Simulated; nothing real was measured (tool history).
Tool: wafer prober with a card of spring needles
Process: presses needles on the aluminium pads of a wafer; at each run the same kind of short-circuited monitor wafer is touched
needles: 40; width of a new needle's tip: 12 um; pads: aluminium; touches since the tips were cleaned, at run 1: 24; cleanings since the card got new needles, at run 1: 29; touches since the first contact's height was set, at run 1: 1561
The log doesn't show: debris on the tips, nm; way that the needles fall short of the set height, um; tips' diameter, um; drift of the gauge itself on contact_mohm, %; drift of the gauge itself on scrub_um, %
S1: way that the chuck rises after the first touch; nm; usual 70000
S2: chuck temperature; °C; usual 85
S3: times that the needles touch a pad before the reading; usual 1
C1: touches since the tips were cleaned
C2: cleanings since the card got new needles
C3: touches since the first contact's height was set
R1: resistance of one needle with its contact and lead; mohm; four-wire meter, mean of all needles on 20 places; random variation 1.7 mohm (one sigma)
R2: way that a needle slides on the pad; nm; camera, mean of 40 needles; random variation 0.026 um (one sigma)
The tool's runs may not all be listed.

run 1 hour=0.0 | S1=70000 S2=85 S3=1 | C1=24 C2=29 C3=1561 | R1=171 R2=9350
-- hour=8.8 tips cleaned on abrasive film
-- hour=17.5 tips cleaned on abrasive film
-- hour=28.4 tips cleaned on abrasive film
-- hour=37.1 tips cleaned on abrasive film
run 2 hour=44.7 | S1=70000 S2=108 S3=1 | C1=2710 C2=33 C3=17344 | R1=174 R2=9340
-- hour=47.0 tips cleaned on abrasive film
-- hour=57.9 tips cleaned on abrasive film
-- hour=68.8 tips cleaned on abrasive film
-- hour=79.7 tips cleaned on abrasive film
run 3 hour=80.8 | S1=70000 S2=85 S3=1 | C1=397 C2=37 C3=30041 | R1=170 R2=9280
-- hour=89.6 tips cleaned on abrasive film
-- hour=100.4 tips cleaned on abrasive film
-- hour=111.3 tips cleaned on abrasive film
run 4 hour=116.0 | S1=70000 S2=85 S3=1 | C1=1661 C2=40 C3=42464 | R1=169 R2=9300
-- hour=120.4 tips cleaned on abrasive film
-- hour=129.2 tips cleaned on abrasive film
-- hour=140.1 tips cleaned on abrasive film
-- hour=148.8 tips cleaned on abrasive film
-- hour=157.5 tips cleaned on abrasive film
-- hour=168.4 tips cleaned on abrasive film
-- hour=179.3 tips cleaned on abrasive film
run 5 hour=182.3 | S1=70000 S2=85 S3=1 | C1=1038 C2=47 C3=65795 | R1=173 R2=9250
-- hour=188.8 tips cleaned on abrasive film
-- hour=197.6 tips cleaned on abrasive film
-- hour=208.5 tips cleaned on abrasive film
run 6 hour=216.3 | S1=70000 S2=85 S3=1 | C1=2804 C2=50 C3=77823 | R1=173 R2=9240
-- hour=218.6 tips cleaned on abrasive film
-- hour=229.5 tips cleaned on abrasive film
-- hour=240.4 tips cleaned on abrasive film
-- hour=251.3 tips cleaned on abrasive film
-- hour=262.2 tips cleaned on abrasive film
-- hour=270.9 tips cleaned on abrasive film
-- hour=273.4 height of the first contact set anew
run 7 hour=279.8 | S1=70000 S2=85 S3=2 | C1=3038 C2=56 C3=2269 | R1=169 R2=9220
-- hour=282.0 tips cleaned on abrasive film
-- hour=290.8 tips cleaned on abrasive film
-- hour=299.5 tips cleaned on abrasive film
-- hour=308.2 tips cleaned on abrasive film
-- hour=317.0 tips cleaned on abrasive film
-- hour=325.7 tips cleaned on abrasive film
-- hour=336.6 tips cleaned on abrasive film
run 8 hour=343.2 | S1=70000 S2=85 S3=2 | C1=2344 C2=63 C3=24599 | R1=171 R2=9250
-- hour=345.4 tips cleaned on abrasive film
-- hour=354.2 tips cleaned on abrasive film
-- hour=362.9 tips cleaned on abrasive film
-- hour=373.8 tips cleaned on abrasive film
-- hour=384.7 tips cleaned on abrasive film
run 9 hour=388.7 | S1=70000 S2=85 S3=2 | C1=1433 C2=68 C3=40626 | R1=174 R2=9220
-- hour=395.3 tips cleaned on abrasive film
-- hour=404.0 tips cleaned on abrasive film
-- hour=412.8 tips cleaned on abrasive film
-- hour=421.5 tips cleaned on abrasive film
-- hour=432.4 tips cleaned on abrasive film
-- hour=442.4 tips cleaned on abrasive film
run 10 hour=442.4 | S1=70000 S2=85 S3=1 | C1=0 C2=74 C3=59512 | R1=169 R2=9200
-- hour=451.1 tips cleaned on abrasive film
-- hour=459.9 tips cleaned on abrasive film
-- hour=468.6 tips cleaned on abrasive film
-- hour=479.5 tips cleaned on abrasive film
-- hour=488.2 tips cleaned on abrasive film
run 11 hour=496.6 | S1=50000 S2=85 S3=1 | C1=2972 C2=79 C3=78627 | R1=178 R2=6580
-- hour=498.8 tips cleaned on abrasive film
-- hour=507.6 tips cleaned on abrasive film
-- hour=516.3 tips cleaned on abrasive film
-- hour=527.2 tips cleaned on abrasive film
-- hour=538.1 tips cleaned on abrasive film
-- hour=549.0 tips cleaned on abrasive film
-- hour=551.5 height of the first contact set anew
-- hour=560.2 tips cleaned on abrasive film
run 12 hour=565.4 | S1=61000 S2=46 S3=1 | C1=1844 C2=86 C3=4919 | R1=165 R2=7960
-- hour=569.8 tips cleaned on abrasive film
-- hour=578.5 tips cleaned on abrasive film
-- hour=589.4 tips cleaned on abrasive film
-- hour=598.2 tips cleaned on abrasive film
-- hour=609.1 tips cleaned on abrasive film
-- hour=620.0 tips cleaned on abrasive film
run 13 hour=626.8 | S1=61000 S2=46 S3=1 | C1=2418 C2=92 C3=26553 | R1=168 R2=8000
-- hour=629.0 tips cleaned on abrasive film
-- hour=637.7 tips cleaned on abrasive film
-- hour=646.5 tips cleaned on abrasive film
-- hour=655.2 tips cleaned on abrasive film
-- hour=664.0 tips cleaned on abrasive film
run 14 hour=668.6 | S1=61000 S2=31 S3=1 | C1=1643 C2=97 C3=41259 | R1=163 R2=7970

The next listed run, before its measurement:
-- hour=673.0 tips cleaned on abrasive film
-- hour=683.9 tips cleaned on abrasive film
-- hour=694.8 tips cleaned on abrasive film
-- hour=705.7 tips cleaned on abrasive film
-- hour=716.6 tips cleaned on abrasive film
run 15 hour=717.5 | S1=69000 S2=90 S3=2 | C1=335 C2=102 C3=58506 | R1=? R2=?

{"run 15": {"R1": 172, "R2": 9020}}
Without the tool's hidden state the same run would have given R1 172 mohm, R2 9200 nm.

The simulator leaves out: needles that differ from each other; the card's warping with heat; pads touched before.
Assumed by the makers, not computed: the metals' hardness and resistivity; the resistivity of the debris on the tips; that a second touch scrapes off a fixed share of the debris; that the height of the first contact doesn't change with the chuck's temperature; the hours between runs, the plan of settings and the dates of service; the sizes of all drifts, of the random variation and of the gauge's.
